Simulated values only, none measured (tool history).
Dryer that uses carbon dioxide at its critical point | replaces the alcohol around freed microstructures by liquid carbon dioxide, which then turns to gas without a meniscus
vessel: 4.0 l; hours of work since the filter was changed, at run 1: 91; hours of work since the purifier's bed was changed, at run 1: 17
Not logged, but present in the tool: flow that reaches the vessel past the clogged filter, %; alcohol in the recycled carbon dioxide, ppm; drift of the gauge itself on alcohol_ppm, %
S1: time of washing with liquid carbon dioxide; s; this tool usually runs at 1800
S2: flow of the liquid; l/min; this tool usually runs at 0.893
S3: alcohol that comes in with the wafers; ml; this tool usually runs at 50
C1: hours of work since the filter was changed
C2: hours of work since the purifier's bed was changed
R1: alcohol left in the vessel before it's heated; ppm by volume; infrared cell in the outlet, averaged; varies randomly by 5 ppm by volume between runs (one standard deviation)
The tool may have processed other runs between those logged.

run 1 hour=0 | S1=1800 S2=0.893 S3=50 | C1=91 C2=17 | R1=23
run 2 hour=5 | S1=1800 S2=0.893 S3=50 | C1=95 C2=21 | R1=21
run 3 hour=12.8 | S1=1800 S2=0.893 S3=50 | C1=101 C2=27 | R1=43
run 4 hour=21.7 | S1=1800 S2=0.893 S3=50 | C1=108 C2=34 | R1=33
run 5 hour=30.7 | S1=1800 S2=0.893 S3=50 | C1=115 C2=41 | R1=33
run 6 hour=40.4 | S1=1800 S2=0.893 S3=50 | C1=123 C2=49 | R1=32
run 7 hour=48.8 | S1=2160 S2=0.893 S3=50 | C1=129 C2=55 | R1=15
run 8 hour=52.9 | S1=2160 S2=0.893 S3=50 | C1=132 C2=58 | R1=27
run 9 hour=59.1 | S1=2160 S2=0.893 S3=50 | C1=137 C2=63 | R1=26
run 10 hour=63.6 | S1=2160 S2=0.893 S3=50 | C1=141 C2=67 | R1=31
run 11 hour=68.4 | S1=2160 S2=0.893 S3=50 | C1=144 C2=71 | R1=32
run 12 hour=78.2 | S1=1800 S2=0.893 S3=50 | C1=152 C2=78 | R1=49
run 13 hour=87.6 | S1=1800 S2=0.893 S3=50 | C1=159 C2=86 | R1=34
run 14 hour=97.1 | S1=1800 S2=0.893 S3=50 | C1=167 C2=93 | R1=50
run 15 hour=103.1 | S1=1800 S2=0.893 S3=50 | C1=171 C2=98 | R1=36
run 16 hour=107.7 | S1=1800 S2=0.893 S3=50 | C1=175 C2=101 | R1=47
run 17 hour=112.6 | S1=1800 S2=0.893 S3=50 | C1=179 C2=105 | R1=52
run 18 hour=120.3 | S1=1800 S2=0.893 S3=50 | C1=185 C2=111 | R1=47
run 19 hour=127.7 | S1=1800 S2=0.893 S3=50 | C1=191 C2=117 | R1=48
run 20 hour=135.5 | S1=1800 S2=0.893 S3=50 | C1=197 C2=123 | R1=54
run 21 hour=144.5 | S1=1800 S2=0.893 S3=50 | C1=204 C2=130 | R1=49
run 22 hour=153.2 | S1=1800 S2=0.893 S3=29 | C1=210 C2=137 | R1=37
run 23 hour=160 | S1=1800 S2=0.809 S3=79 | C1=216 C2=142 | R1=106
run 24 hour=164.5 | S1=1980 S2=0.601 S3=106 | C1=219 C2=145 | R1=316
run 25 hour=169.6 | S1=1980 S2=0.601 S3=106 | C1=223 C2=149 | R1=326
run 26 hour=177.3 | S1=1980 S2=0.601 S3=106 | C1=229 C2=155 | R1=330
run 27 hour=185.2 | S1=1980 S2=0.601 S3=106 | C1=235 C2=162 | R1=335
run 28 hour=192.6 | S1=1200 S2=0.993 S3=99 | C1=241 C2=167 | R1=284
run 29 hour=199.9 | S1=1800 S2=0.557 S3=99 | C1=247 C2=173 | R1=617
run 30 hour=206.2 | S1=1800 S2=0.557 S3=99 | C1=252 C2=178 | R1=618
run 31 hour=215.4 | S1=1140 S2=0.681 S3=50 | C1=259 C2=185 | R1=715
run 32 hour=219.9 | S1=1140 S2=1.381 S3=113 | C1=262 C2=189 | R1=99
run 33 hour=229.4 | S1=1380 S2=1.017 S3=113 | C1=270 C2=196 | R1=164
run 34 hour=233.9 | S1=1800 S2=0.668 S3=72 | C1=273 C2=200 | R1=230
run 35 hour=243 | S1=1320 S2=0.705 S3=65 | C1=280 C2=207 | R1=549
run 36 hour=247.2 | S1=1320 S2=0.705 S3=65 | C1=284 C2=210 | R1=542
run 37 hour=252 | S1=1740 S2=0.559 S3=105 | C1=287 C2=214 | R1=753
run 38 hour=258.7 | S1=1740 S2=0.782 S3=105 | C1=293 C2=219 | R1=201
run 39 hour=266.3 | S1=1800 S2=1.377 S3=41 | C1=299 C2=225 | R1=53
run 40 hour=274.3 | S1=1320 S2=0.875 S3=36 | C1=305 C2=231 | R1=165
run 41 hour=283.7 | S1=2640 S2=0.7 S3=100 | C1=312 C2=238 | R1=72
run 42 hour=293.2 | S1=2640 S2=0.7 S3=100 | C1=320 C2=246 | R1=75
run 43 hour=302.8 | S1=2640 S2=0.7 S3=51 | C1=327 C2=253 | R1=69
run 44 hour=310.5 | S1=1440 S2=0.893 S3=50 | C1=333 C2=259 | R1=158

Each row is a separate what-if for the run after 44, all from the same tool condition, not one after another. Results?
run A hour=317.9 | S1=2040 S2=0.893 S3=50 | C1=339 C2=265 | R1=?
run B hour=317.9 | S1=2280 S2=0.873 S3=32 | C1=339 C2=265 | R1=?
run C hour=317.9 | S1=2460 S2=1.264 S3=50 | C1=339 C2=265 | R1=?

run=A R1=70
run=B R1=55
run=C R1=58
With no hidden state in the tool, these same runs would have given:
run=A R1=13
run=B R1=2
run=C R1=7
